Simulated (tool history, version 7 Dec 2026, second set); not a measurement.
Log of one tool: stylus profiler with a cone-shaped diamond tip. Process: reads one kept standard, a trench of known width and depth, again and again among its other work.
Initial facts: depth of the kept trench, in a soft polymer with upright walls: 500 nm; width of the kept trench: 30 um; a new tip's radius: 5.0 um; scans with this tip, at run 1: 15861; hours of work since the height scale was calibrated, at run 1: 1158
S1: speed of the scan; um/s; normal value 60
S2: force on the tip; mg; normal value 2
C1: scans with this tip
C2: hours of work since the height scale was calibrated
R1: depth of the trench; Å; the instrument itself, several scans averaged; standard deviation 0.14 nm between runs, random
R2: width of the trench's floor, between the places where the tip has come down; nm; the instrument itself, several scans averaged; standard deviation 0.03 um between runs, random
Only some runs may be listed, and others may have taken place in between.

run   hour   S1    S2     C1    C2      R1     R2
  1      0   60     2  15861  1158  5067.2  25420
  2   40.8   60     2  16105  1176  5068.5  25430
  3   81.6  191     2  16349  1194  5067.5  24970
  4  114.5  191     2  16545  1208  5068.9  24950
  5  157.3  177     2  16802  1227  5067.5  25070
  6  199.5   60     2  17053  1245  5070.1  25450
  7  237.4   60     2  17280  1262  5068.4  25450
  8  265.4   60  1.15  17447  1274    5049  25340
  9  300.2   60  1.15  17656  1289  5046.9  25390
 10  326.8   60     2  17814  1301  5069.3  25410
 11  370.7   60     2  18077  1320  5069.5  25430
 12    394   60     2  18217  1330    5067  25410
 13  423.3   21     2  18391  1343  5069.2  25590
 14  455.3   21     2  18583  1357  5065.6  25570
 15  489.5   60  5.37  18787  1372  5130.3  25500
 16  531.9   60  5.37  19041  1390  5132.5  25450
     543.1  -- new tip fitted, height scale calibrated
 17  580.1   53  2.35    221    16  5076.7  25470
 18  602.7  175  3.06    356    26  5092.7  25270
 19  639.6  175  3.06    577    42  5090.4  25140
 20  681.5  210  1.21    827    60  5050.5  24750
 21  711.9  210  1.21   1009    74  5046.5  24810
 22  748.6   60  1.89   1228    90  5067.6  25430
 23  777.9   60  1.89   1403   102  5066.4  25410
 24  805.7  147  1.32   1570   115  5054.1  25090
 25  827.5  147  1.32   1700   124  5052.4  25080
 26  855.3  147  1.32   1866   136  5050.3  25120

Here are 4 independent what-if runs from the current tool condition. What would each one return?
  A  879.4   77  5.63  2010  147   ?   ?
  B  879.4  231  1.32  2010  147   ?   ?
  C  879.4   60  0.86  2010  147   ?   ?
  D  879.4  169  0.68  2010  147   ?   ?

run      R1     R2
  A  5138.6  25460
  B  5052.2  24730
  C  5039.4  25330
  D  5033.8  24730
With the hidden condition removed and each run's random variation left untouched, the same runs would have given:
run      R1     R2
  A  5138.6  25470
  B  5052.3  24730
  C  5039.5  25330
  D  5033.8  24740
